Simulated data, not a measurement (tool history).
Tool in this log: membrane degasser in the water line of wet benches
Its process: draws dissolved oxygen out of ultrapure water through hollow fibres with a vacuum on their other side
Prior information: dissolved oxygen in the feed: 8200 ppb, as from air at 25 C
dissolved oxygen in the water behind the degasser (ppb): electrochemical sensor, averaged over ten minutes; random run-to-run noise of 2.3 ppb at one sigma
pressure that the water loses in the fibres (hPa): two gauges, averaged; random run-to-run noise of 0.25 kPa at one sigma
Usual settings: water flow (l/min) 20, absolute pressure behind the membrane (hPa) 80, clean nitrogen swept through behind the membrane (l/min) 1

run	hour	water flow (l/min)	absolute pressure behind the membrane (hPa)	clean nitrogen swept through behind the membrane (l/min)	dissolved oxygen in the water behind the degasser (ppb)	pressure that the water loses in the fibres (hPa)
1	0	20	80	1	233.9	668.8
2	92.7	20	80	1	230.4	667.1
3	229.7	20	80	1	232.5	670.2
4	395.8	20	80	1	227.8	667.2
5	548.7	20	80	1	231.2	666.7
6	632.8	20	80	1.01	230.3	666.1
7	820.7	20	80	1	231.3	667.9
8	992.4	20	80	1	233.4	665.9
9	1162.4	20	80	1	233.9	664.7
10	1349.3	20	80	1	233.1	670
11	1507.1	12	80	1	139.7	403.2
12	1598	12	80	1	136.8	400.6
# hour 1613.2: vacuum gauge calibrated
13	1714.1	12	80	1	139.9	403.8
14	1892.9	12	80	1	136.2	401
15	2070.8	12	80	1	138.4	405.6
16	2218	12	80	1	135.6	402.6
17	2306.3	12	80	1	137	400.7
18	2487.2	12	80	1	139.6	402.3
19	2588.2	19	119.5	1	379.6	640.2
20	2731.4	19	119.5	1	377.9	635.5
21	2812.8	19	119.5	1	374.9	636.1
22	2949.2	16	86.7	1	206.3	532
23	3078.4	16	86.7	1	212.5	534.5
24	3220.1	20	136.5	0.42	901.8	670.7
25	3307.6	20	136.5	0.42	903.3	664.3
26	3411.9	26	53.5	1.79	114.2	865.4
27	3564.9	27	65.6	1.29	197.5	896.8
28	3718.5	27	65.6	1.29	197.3	908
29	3901	30	65.6	1.29	220.1	1006.4
30	4075	22	76.5	1.29	196.6	734.3
31	4225.8	22	76.5	1.29	201.7	737.3
32	4324.3	23	88.1	2.08	173.9	772.9
33	4446.8	23	88.1	2.08	172.6	763.5

Below are 3 alternative next runs, each starting from the tool's condition after run 33. Predict each:
A	4551.9	24	95.7	2.63	?	?
B	4551.9	23	88.1	2.38	?	?
C	4551.9	16	88.1	0.46	?	?

run	dissolved oxygen in the water behind the degasser (ppb)	pressure that the water loses in the fibres (hPa)
A	172.6	803.2
B	159.1	768.8
C	393.6	533.5
With no hidden state in the tool, these same runs would have given:
run	dissolved oxygen in the water behind the degasser (ppb)	pressure that the water loses in the fibres (hPa)
A	172.4	802.4
B	158.9	768
C	393.5	533
